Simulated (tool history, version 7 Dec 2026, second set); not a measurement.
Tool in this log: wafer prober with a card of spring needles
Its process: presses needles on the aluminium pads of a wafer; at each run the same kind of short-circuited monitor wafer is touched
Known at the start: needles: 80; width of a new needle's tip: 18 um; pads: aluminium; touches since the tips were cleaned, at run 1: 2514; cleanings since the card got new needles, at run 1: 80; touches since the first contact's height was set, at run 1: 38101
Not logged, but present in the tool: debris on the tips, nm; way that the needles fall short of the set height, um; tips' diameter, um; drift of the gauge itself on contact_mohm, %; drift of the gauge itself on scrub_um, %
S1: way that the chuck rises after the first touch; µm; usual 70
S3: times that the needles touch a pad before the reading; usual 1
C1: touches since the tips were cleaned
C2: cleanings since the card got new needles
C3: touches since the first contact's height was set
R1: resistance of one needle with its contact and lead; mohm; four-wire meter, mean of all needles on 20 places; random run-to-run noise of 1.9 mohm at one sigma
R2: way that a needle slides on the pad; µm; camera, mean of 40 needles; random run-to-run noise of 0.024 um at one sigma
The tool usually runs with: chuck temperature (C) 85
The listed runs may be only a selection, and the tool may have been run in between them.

Run 1, day 0: usual settings; C1 2514; C2 80; C3 38101. Result: R1 197 mohm, R2 12 µm.
At day 0.275: tips cleaned on abrasive film.
At day 0.692: tips cleaned on abrasive film.
At day 1.121: tips cleaned on abrasive film.
Run 2, day 1.142: usual settings but S1 90 µm; C1 289; C2 83; C3 53408. Result: R1 193 mohm, R2 15.41 µm.
At day 1.517: tips cleaned on abrasive film.
Run 3, day 1.838: usual settings but S1 90 µm; C1 4351; C2 84; C3 62774. Result: R1 193 mohm, R2 15.33 µm.
At day 2: tips cleaned on abrasive film.
At day 2.438: tips cleaned on abrasive film.
Run 4, day 2.596: usual settings; C1 2116; C2 86; C3 72957. Result: R1 198 mohm, R2 11.93 µm.
At day 2.854: tips cleaned on abrasive film.
At day 3.267: tips cleaned on abrasive film.
Run 5, day 3.571: usual settings but chuck temperature (C) 58; C1 4138; C2 88; C3 86101. Result: R1 190 mohm, R2 11.88 µm.
At day 3.675: tips cleaned on abrasive film.
At day 4.104: tips cleaned on abrasive film.
Run 6, day 4.317: usual settings but chuck temperature (C) 58; C1 2862; C2 90; C3 96088. Result: R1 190 mohm, R2 11.86 µm.
At day 4.517: tips cleaned on abrasive film.
At day 4.942: tips cleaned on abrasive film.
Run 7, day 5.317: usual settings but chuck temperature (C) 58; C1 5092; C2 92; C3 109510. Result: R1 192 mohm, R2 11.88 µm.
At day 5.417: tips cleaned on abrasive film.
At day 5.858: tips cleaned on abrasive film.
At day 5.921: height of the first contact set anew.
Run 8, day 5.921: usual settings but chuck temperature (C) 58; C1 684; C2 94; C3 0. Result: R1 191 mohm, R2 11.81 µm.
At day 6.312: tips cleaned on abrasive film.
Run 9, day 6.592: usual settings but chuck temperature (C) 58; C1 3825; C2 95; C3 9068. Result: R1 190 mohm, R2 11.83 µm.
At day 6.779: tips cleaned on abrasive film.
At day 7.204: tips cleaned on abrasive film.
At day 7.604: tips cleaned on abrasive film.
Run 10, day 7.858: usual settings but chuck temperature (C) 58; C1 3437; C2 98; C3 26042. Result: R1 192 mohm, R2 11.75 µm.
At day 8.029: tips cleaned on abrasive film.
At day 8.458: tips cleaned on abrasive film.
Run 11, day 8.829: usual settings; C1 5047; C2 100; C3 39119. Result: R1 197 mohm, R2 11.74 µm.
At day 8.912: tips cleaned on abrasive film.
At day 9.321: tips cleaned on abrasive film.
Run 12, day 9.683: usual settings; C1 4900; C2 102; C3 50582. Result: R1 198 mohm, R2 11.72 µm.
At day 9.783: tips cleaned on abrasive film.
At day 10.233: tips cleaned on abrasive film.
At day 10.679: tips cleaned on abrasive film.
Run 13, day 10.95: usual settings; C1 3660; C2 105; C3 67604. Result: R1 192 mohm, R2 11.69 µm.
At day 11.117: tips cleaned on abrasive film.
At day 11.512: tips cleaned on abrasive film.
At day 11.929: tips cleaned on abrasive film.
Run 14, day 11.929: usual settings; C1 0; C2 108; C3 80711. Result: R1 195 mohm, R2 11.68 µm.
At day 12.383: tips cleaned on abrasive film.
At day 12.867: tips cleaned on abrasive film.
At day 12.962: gauge calibrated.
At day 13.267: tips cleaned on abrasive film.
Run 15, day 13.267: usual settings; C1 0; C2 111; C3 98699. Result: R1 197 mohm, R2 11.99 µm.

Run 16 is up next; what results do you expect?
At day 13.725: tips cleaned on abrasive film.
At day 14.146: tips cleaned on abrasive film.
Run 16, day 14.458: usual settings but S1 54 µm, chuck temperature (C) 27; C1 4250; C2 113; C3 114746. Result: R1 ?, R2 ?.

{"run 16": {"R1": 188, "R2": 9.21}}
Take away the tool's hidden state, keep the run-to-run variation as it was, and the same run would have given R1 188 mohm, R2 9.25 µm.
